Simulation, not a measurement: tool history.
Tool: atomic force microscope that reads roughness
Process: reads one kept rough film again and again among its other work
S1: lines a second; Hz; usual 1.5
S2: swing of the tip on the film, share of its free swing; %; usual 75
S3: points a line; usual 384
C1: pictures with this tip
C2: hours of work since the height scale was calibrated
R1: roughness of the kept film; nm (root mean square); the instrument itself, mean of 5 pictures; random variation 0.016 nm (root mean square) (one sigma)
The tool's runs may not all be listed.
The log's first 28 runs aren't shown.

{"run": 29, "hour": 956.0, "S1": 1.44, "S2": 75, "S3": 384, "C1": 220, "C2": 1103, "R1": 2.906}
{"run": 30, "hour": 986.5, "S1": 0.9, "S2": 58, "S3": 384, "C1": 255, "C2": 1123, "R1": 2.87}
{"run": 31, "hour": 1018.3, "S1": 0.9, "S2": 58, "S3": 384, "C1": 293, "C2": 1143, "R1": 2.772}
{"run": 32, "hour": 1051.0, "S1": 0.9, "S2": 58, "S3": 384, "C1": 331, "C2": 1164, "R1": 2.702}
{"run": 33, "hour": 1079.0, "S1": 1.24, "S2": 63, "S3": 582, "C1": 364, "C2": 1182, "R1": 2.597}
{"run": 34, "hour": 1099.6, "S1": 1.07, "S2": 63, "S3": 517, "C1": 388, "C2": 1195, "R1": 2.532}
{"hour": 1106.5, "done": "new tip fitted"}
{"run": 35, "hour": 1119.1, "S1": 1.72, "S2": 88, "S3": 384, "C1": 15, "C2": 1207, "R1": 3.477}
{"run": 36, "hour": 1150.3, "S1": 1.72, "S2": 88, "S3": 384, "C1": 51, "C2": 1227, "R1": 3.297}
{"run": 37, "hour": 1181.3, "S1": 0.93, "S2": 88, "S3": 1011, "C1": 88, "C2": 1247, "R1": 3.321}
{"run": 38, "hour": 1212.4, "S1": 1.5, "S2": 75, "S3": 529, "C1": 124, "C2": 1267, "R1": 3.187}
{"hour": 1241.4, "done": "height scale calibrated on a step standard"}
{"run": 39, "hour": 1248.1, "S1": 1.54, "S2": 87, "S3": 573, "C1": 165, "C2": 4, "R1": 2.972}
{"run": 40, "hour": 1289.9, "S1": 1.5, "S2": 75, "S3": 402, "C1": 214, "C2": 31, "R1": 2.886}
{"run": 41, "hour": 1310.9, "S1": 0.93, "S2": 75, "S3": 604, "C1": 239, "C2": 45, "R1": 2.903}
{"run": 42, "hour": 1339.3, "S1": 0.8, "S2": 73, "S3": 631, "C1": 272, "C2": 63, "R1": 2.818}
{"run": 43, "hour": 1358.2, "S1": 0.99, "S2": 63, "S3": 508, "C1": 294, "C2": 75, "R1": 2.791}
{"run": 44, "hour": 1401.8, "S1": 1.64, "S2": 63, "S3": 381, "C1": 346, "C2": 103, "R1": 2.613}
{"run": 45, "hour": 1427.8, "S1": 1.5, "S2": 66, "S3": 384, "C1": 376, "C2": 119, "R1": 2.504}
{"hour": 1443.3, "done": "new tip fitted"}
{"run": 46, "hour": 1467.9, "S1": 1.2, "S2": 75, "S3": 791, "C1": 29, "C2": 145, "R1": 3.695}
{"run": 47, "hour": 1492.4, "S1": 1.2, "S2": 75, "S3": 791, "C1": 58, "C2": 161, "R1": 3.576}
{"run": 48, "hour": 1514.1, "S1": 1.2, "S2": 75, "S3": 791, "C1": 83, "C2": 174, "R1": 3.451}
{"run": 49, "hour": 1534.3, "S1": 1.5, "S2": 72, "S3": 731, "C1": 107, "C2": 187, "R1": 3.364}
{"run": 50, "hour": 1572.7, "S1": 1.5, "S2": 73, "S3": 788, "C1": 152, "C2": 212, "R1": 3.138}
{"run": 51, "hour": 1612.8, "S1": 1.5, "S2": 73, "S3": 788, "C1": 199, "C2": 238, "R1": 2.99}
{"run": 52, "hour": 1638.2, "S1": 1.5, "S2": 73, "S3": 788, "C1": 229, "C2": 254, "R1": 2.895}

5 ways to go on from here, each from the tool as it stands after run 52. What would each give?
{"run": "A", "hour": 1657.1, "S1": 1.5, "S2": 75, "S3": 381, "C1": 251, "C2": 266, "R1": "?"}
{"run": "B", "hour": 1657.1, "S1": 1.5, "S2": 70, "S3": 703, "C1": 251, "C2": 266, "R1": "?"}
{"run": "C", "hour": 1657.1, "S1": 0.71, "S2": 66, "S3": 876, "C1": 251, "C2": 266, "R1": "?"}
{"run": "D", "hour": 1657.1, "S1": 1.5, "S2": 64, "S3": 384, "C1": 251, "C2": 266, "R1": "?"}
{"run": "E", "hour": 1657.1, "S1": 2.31, "S2": 75, "S3": 384, "C1": 251, "C2": 266, "R1": "?"}

run=A R1=2.803
run=B R1=2.841
run=C R1=2.884
run=D R1=2.819
run=E R1=2.713
Without the tool's hidden state the same runs would have given:
run=A R1=3.841
run=B R1=3.892
run=C R1=3.953
run=D R1=3.866
run=E R1=3.717
